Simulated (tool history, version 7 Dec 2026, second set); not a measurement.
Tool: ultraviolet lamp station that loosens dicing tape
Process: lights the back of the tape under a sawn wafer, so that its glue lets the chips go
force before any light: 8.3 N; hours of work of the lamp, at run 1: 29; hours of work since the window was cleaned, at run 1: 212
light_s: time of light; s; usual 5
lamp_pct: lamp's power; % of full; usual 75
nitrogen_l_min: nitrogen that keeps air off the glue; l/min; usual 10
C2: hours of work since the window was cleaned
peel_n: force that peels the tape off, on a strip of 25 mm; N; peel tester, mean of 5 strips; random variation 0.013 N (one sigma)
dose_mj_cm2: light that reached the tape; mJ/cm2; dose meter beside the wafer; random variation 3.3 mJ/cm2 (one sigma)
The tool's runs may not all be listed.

{"run": 1, "hour": 0.0, "light_s": 5, "lamp_pct": 75, "nitrogen_l_min": 10, "hours of work of the lamp": 29, "C2": 212, "peel_n": 0.609, "dose_mj_cm2": 512}
{"run": 2, "hour": 15.8, "light_s": 5, "lamp_pct": 75, "nitrogen_l_min": 10, "hours of work of the lamp": 37, "C2": 220, "peel_n": 0.592, "dose_mj_cm2": 516}
{"run": 3, "hour": 32.1, "light_s": 5, "lamp_pct": 75, "nitrogen_l_min": 10, "hours of work of the lamp": 45, "C2": 228, "peel_n": 0.603, "dose_mj_cm2": 519}
{"run": 4, "hour": 41.9, "light_s": 5, "lamp_pct": 75, "nitrogen_l_min": 10, "hours of work of the lamp": 50, "C2": 233, "peel_n": 0.628, "dose_mj_cm2": 515}
{"run": 5, "hour": 61.7, "light_s": 5, "lamp_pct": 75, "nitrogen_l_min": 10, "hours of work of the lamp": 60, "C2": 243, "peel_n": 0.595, "dose_mj_cm2": 518}
{"run": 6, "hour": 71.2, "light_s": 6, "lamp_pct": 75, "nitrogen_l_min": 10, "hours of work of the lamp": 65, "C2": 248, "peel_n": 0.439, "dose_mj_cm2": 613}
{"run": 7, "hour": 80.3, "light_s": 6, "lamp_pct": 75, "nitrogen_l_min": 10, "hours of work of the lamp": 69, "C2": 252, "peel_n": 0.434, "dose_mj_cm2": 614}
{"run": 8, "hour": 95.7, "light_s": 4, "lamp_pct": 77, "nitrogen_l_min": 8, "hours of work of the lamp": 77, "C2": 260, "peel_n": 1.005, "dose_mj_cm2": 423}
{"run": 9, "hour": 109.4, "light_s": 4, "lamp_pct": 77, "nitrogen_l_min": 8, "hours of work of the lamp": 84, "C2": 267, "peel_n": 1.018, "dose_mj_cm2": 427}
{"run": 10, "hour": 119.9, "light_s": 4, "lamp_pct": 77, "nitrogen_l_min": 8, "hours of work of the lamp": 89, "C2": 272, "peel_n": 1.053, "dose_mj_cm2": 421}
{"run": 11, "hour": 133.6, "light_s": 5, "lamp_pct": 68, "nitrogen_l_min": 4, "hours of work of the lamp": 96, "C2": 279, "peel_n": 1.398, "dose_mj_cm2": 469}

Forecast each of these 4 alternatives for the next run:
{"run": "A", "hour": 149.0, "light_s": 2, "lamp_pct": 96, "nitrogen_l_min": 3, "hours of work of the lamp": 104, "C2": 287, "peel_n": "?", "dose_mj_cm2": "?"}
{"run": "B", "hour": 149.0, "light_s": 4, "lamp_pct": 89, "nitrogen_l_min": 11, "hours of work of the lamp": 104, "C2": 287, "peel_n": "?", "dose_mj_cm2": "?"}
{"run": "C", "hour": 149.0, "light_s": 6, "lamp_pct": 75, "nitrogen_l_min": 10, "hours of work of the lamp": 104, "C2": 287, "peel_n": "?", "dose_mj_cm2": "?"}
{"run": "D", "hour": 149.0, "light_s": 5, "lamp_pct": 67, "nitrogen_l_min": 10, "hours of work of the lamp": 104, "C2": 287, "peel_n": "?", "dose_mj_cm2": "?"}

run=A peel_n=3.355 dose_mj_cm2=263
run=B peel_n=0.641 dose_mj_cm2=487
run=C peel_n=0.435 dose_mj_cm2=619
run=D peel_n=0.732 dose_mj_cm2=463
Without the tool's hidden state the same runs would have given:
run=A peel_n=3.351 dose_mj_cm2=263
run=B peel_n=0.64 dose_mj_cm2=488
run=C peel_n=0.434 dose_mj_cm2=620
run=D peel_n=0.73 dose_mj_cm2=464

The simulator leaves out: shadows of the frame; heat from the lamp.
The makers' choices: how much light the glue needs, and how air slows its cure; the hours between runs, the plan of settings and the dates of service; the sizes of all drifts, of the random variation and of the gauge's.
